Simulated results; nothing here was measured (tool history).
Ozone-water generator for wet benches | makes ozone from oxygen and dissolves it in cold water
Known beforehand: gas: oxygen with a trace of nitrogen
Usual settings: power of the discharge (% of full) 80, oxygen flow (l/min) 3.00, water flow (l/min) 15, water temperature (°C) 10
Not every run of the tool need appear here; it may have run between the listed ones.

| run | hour | power of the discharge (% of full) | oxygen flow (l/min) | water flow (l/min) | water temperature (°C) | dissolved ozone (ppm) | ozone in the gas ahead of the water (g/m3) |
|---|---|---|---|---|---|---|---|
| 1 | 0.0 | 80 | 3.00 | 15 | 10 | 28.6 | 255.6 |
| 2 | 39.7 | 80 | 3.00 | 15 | 10 | 28.4 | 256.7 |
| 3 | 70.5 | 80 | 3.00 | 15 | 10 | 28.5 | 256.2 |
| 4 | 137.0 | 80 | 3.00 | 15 | 14 | 27.4 | 255.4 |
| 5 | 168.2 | 80 | 4.93 | 15 | 10 | 30.2 | 197.7 |
| 6 | 211.5 | 80 | 4.93 | 15 | 10 | 29.9 | 198.5 |
| 7 | 268.9 | 80 | 4.93 | 15 | 10 | 30.3 | 198.2 |
| 8 | 301.4 | 80 | 4.93 | 15 | 10 | 29.9 | 198.3 |
| 9 | 355.1 | 80 | 2.79 | 15 | 10 | 27.8 | 263.0 |
| 10 | 406.7 | 80 | 2.79 | 15 | 10 | 27.9 | 262.9 |
| 11 | 451.3 | 80 | 2.79 | 15 | 10 | 27.8 | 263.8 |
| 12 | 509.4 | 80 | 2.79 | 15 | 10 | 27.8 | 261.9 |
| 13 | 549.8 | 80 | 2.79 | 15 | 10 | 28.0 | 263.0 |
| 14 | 622.7 | 80 | 2.79 | 15 | 10 | 27.8 | 262.5 |
| 15 | 691.5 | 80 | 2.79 | 15 | 10 | 27.6 | 263.6 |
| 16 | 734.5 | 80 | 2.79 | 15 | 10 | 27.7 | 261.4 |
| 17 | 778.9 | 80 | 2.79 | 12 | 6 | 35.2 | 260.7 |
| 18 | 841.7 | 45 | 3.85 | 11 | 5 | 25.9 | 144.0 |
|  | 852.0 | contactor cleaned |
| 19 | 907.0 | 67 | 4.26 | 18 | 12 | 21.3 | 184.1 |
| 20 | 952.6 | 67 | 4.26 | 18 | 12 | 21.3 | 186.0 |
|  | 1013.2 | contactor cleaned, once more |
| 21 | 1020.6 | 67 | 4.92 | 18 | 7 | 23.6 | 171.8 |
| 22 | 1076.8 | 86 | 4.92 | 15 | 7 | 32.7 | 206.0 |
| 23 | 1144.6 | 86 | 4.92 | 15 | 7 | 32.6 | 206.8 |
| 24 | 1203.9 | 86 | 4.92 | 15 | 7 | 32.5 | 204.5 |
| 25 | 1240.2 | 42 | 3.00 | 18 | 16 | 13.9 | 158.4 |
|  | 1246.7 | water thermometer calibrated |
| 26 | 1294.8 | 96 | 4.03 | 20 | 10 | 25.8 | 243.5 |
| 27 | 1358.8 | 96 | 1.64 | 14 | 10 | 29.8 | 386.3 |
| 28 | 1429.1 | 69 | 2.84 | 10 | 6 | 37.2 | 229.4 |
| 29 | 1491.1 | 44 | 4.32 | 10 | 6 | 26.7 | 135.0 |
| 30 | 1538.9 | 44 | 4.32 | 10 | 6 | 27.4 | 134.2 |
| 31 | 1569.4 | 44 | 4.32 | 10 | 6 | 26.9 | 134.5 |
| 32 | 1605.8 | 87 | 4.32 | 10 | 15 | 38.2 | 219.4 |

Forecast each of these 3 alternatives for the next run:
| A | 1670.2 | 48 | 3.00 | 15 | 10 | ? | ? |
| B | 1670.2 | 87 | 4.32 | 12 | 11 | ? | ? |
| C | 1670.2 | 87 | 4.32 | 21 | 15 | ? | ? |

| run | dissolved ozone (ppm) | ozone in the gas ahead of the water (g/m3) |
|---|---|---|
| A | 19.2 | 171.7 |
| B | 36.4 | 217.8 |
| C | 21.9 | 217.6 |
Had the tool no hidden state, the same runs would have come out as:
| run | dissolved ozone (ppm) | ozone in the gas ahead of the water (g/m3) |
|---|---|---|
| A | 20.0 | 178.4 |
| B | 38.9 | 231.8 |
| C | 23.4 | 231.7 |

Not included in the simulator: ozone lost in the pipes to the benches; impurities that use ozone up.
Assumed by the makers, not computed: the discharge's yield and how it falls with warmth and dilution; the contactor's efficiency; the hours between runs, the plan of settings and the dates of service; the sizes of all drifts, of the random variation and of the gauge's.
